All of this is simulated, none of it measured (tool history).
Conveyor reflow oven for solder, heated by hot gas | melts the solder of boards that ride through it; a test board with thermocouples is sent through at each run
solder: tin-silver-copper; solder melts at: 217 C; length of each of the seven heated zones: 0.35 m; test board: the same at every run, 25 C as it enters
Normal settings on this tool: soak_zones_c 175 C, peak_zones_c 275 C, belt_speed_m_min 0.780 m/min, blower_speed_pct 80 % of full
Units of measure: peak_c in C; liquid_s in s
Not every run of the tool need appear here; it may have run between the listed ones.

run 1 hour=0.0 | soak_zones_c=175 peak_zones_c=275 belt_speed_m_min=0.780 blower_speed_pct=80 | peak_c=263.5 liquid_s=45.6
run 2 hour=15.1 | soak_zones_c=175 peak_zones_c=275 belt_speed_m_min=0.780 blower_speed_pct=80 | peak_c=261.8 liquid_s=46.1
run 3 hour=29.1 | soak_zones_c=175 peak_zones_c=275 belt_speed_m_min=0.780 blower_speed_pct=80 | peak_c=262.3 liquid_s=45.8
run 4 hour=53.0 | soak_zones_c=175 peak_zones_c=275 belt_speed_m_min=0.939 blower_speed_pct=80 | peak_c=256.3 liquid_s=35.0
run 5 hour=74.1 | soak_zones_c=175 peak_zones_c=275 belt_speed_m_min=0.717 blower_speed_pct=80 | peak_c=264.0 liquid_s=51.0
run 6 hour=98.1 | soak_zones_c=175 peak_zones_c=275 belt_speed_m_min=0.917 blower_speed_pct=80 | peak_c=256.7 liquid_s=36.8
run 7 hour=116.5 | soak_zones_c=175 peak_zones_c=275 belt_speed_m_min=0.813 blower_speed_pct=80 | peak_c=260.6 liquid_s=43.2
run 8 hour=139.2 | soak_zones_c=175 peak_zones_c=275 belt_speed_m_min=0.813 blower_speed_pct=80 | peak_c=260.9 liquid_s=43.0
run 9 hour=163.1 | soak_zones_c=175 peak_zones_c=275 belt_speed_m_min=0.780 blower_speed_pct=80 | peak_c=262.1 liquid_s=45.9
run 10 hour=178.4 | soak_zones_c=176 peak_zones_c=275 belt_speed_m_min=0.780 blower_speed_pct=80 | peak_c=261.9 liquid_s=45.8
-- hour=184.4 belt drive overhauled, speed set with a stopwatch
run 11 hour=204.1 | soak_zones_c=175 peak_zones_c=275 belt_speed_m_min=0.780 blower_speed_pct=80 | peak_c=261.8 liquid_s=45.7
run 12 hour=228.4 | soak_zones_c=169 peak_zones_c=269 belt_speed_m_min=0.773 blower_speed_pct=80 | peak_c=254.7 liquid_s=42.3
run 13 hour=242.1 | soak_zones_c=175 peak_zones_c=275 belt_speed_m_min=0.749 blower_speed_pct=88 | peak_c=263.5 liquid_s=48.8
run 14 hour=265.2 | soak_zones_c=166 peak_zones_c=275 belt_speed_m_min=0.780 blower_speed_pct=80 | peak_c=260.5 liquid_s=43.2
run 15 hour=280.1 | soak_zones_c=166 peak_zones_c=275 belt_speed_m_min=0.780 blower_speed_pct=80 | peak_c=259.8 liquid_s=43.0
-- hour=287.2 belt drive overhauled, speed set with a stopwatch, once more
run 16 hour=301.8 | soak_zones_c=181 peak_zones_c=275 belt_speed_m_min=0.672 blower_speed_pct=80 | peak_c=265.3 liquid_s=55.8
run 17 hour=316.1 | soak_zones_c=175 peak_zones_c=275 belt_speed_m_min=0.642 blower_speed_pct=80 | peak_c=265.6 liquid_s=57.2
run 18 hour=330.8 | soak_zones_c=175 peak_zones_c=272 belt_speed_m_min=0.642 blower_speed_pct=76 | peak_c=261.4 liquid_s=55.7
run 19 hour=343.1 | soak_zones_c=175 peak_zones_c=272 belt_speed_m_min=0.642 blower_speed_pct=76 | peak_c=262.4 liquid_s=55.6
run 20 hour=356.0 | soak_zones_c=175 peak_zones_c=277 belt_speed_m_min=0.780 blower_speed_pct=80 | peak_c=262.8 liquid_s=45.1
run 21 hour=369.2 | soak_zones_c=175 peak_zones_c=277 belt_speed_m_min=0.780 blower_speed_pct=80 | peak_c=261.9 liquid_s=44.9
run 22 hour=390.2 | soak_zones_c=173 peak_zones_c=268 belt_speed_m_min=0.897 blower_speed_pct=65 | peak_c=245.6 liquid_s=31.0

3 options for the next run, each taken on its own from the tool as it stands now. Forecast them:
run A hour=407.9 | soak_zones_c=164 peak_zones_c=275 belt_speed_m_min=0.750 blower_speed_pct=80 | peak_c=? liquid_s=?
run B hour=407.9 | soak_zones_c=173 peak_zones_c=268 belt_speed_m_min=0.897 blower_speed_pct=64 | peak_c=? liquid_s=?
run C hour=407.9 | soak_zones_c=175 peak_zones_c=275 belt_speed_m_min=0.780 blower_speed_pct=70 | peak_c=? liquid_s=?

run=A peak_c=259.6 liquid_s=43.6
run=B peak_c=245.7 liquid_s=30.6
run=C peak_c=258.5 liquid_s=43.2
With no hidden state in the tool, these same runs would have given:
run=A peak_c=262.7 liquid_s=45.0
run=B peak_c=248.8 liquid_s=32.6
run=C peak_c=261.4 liquid_s=44.5

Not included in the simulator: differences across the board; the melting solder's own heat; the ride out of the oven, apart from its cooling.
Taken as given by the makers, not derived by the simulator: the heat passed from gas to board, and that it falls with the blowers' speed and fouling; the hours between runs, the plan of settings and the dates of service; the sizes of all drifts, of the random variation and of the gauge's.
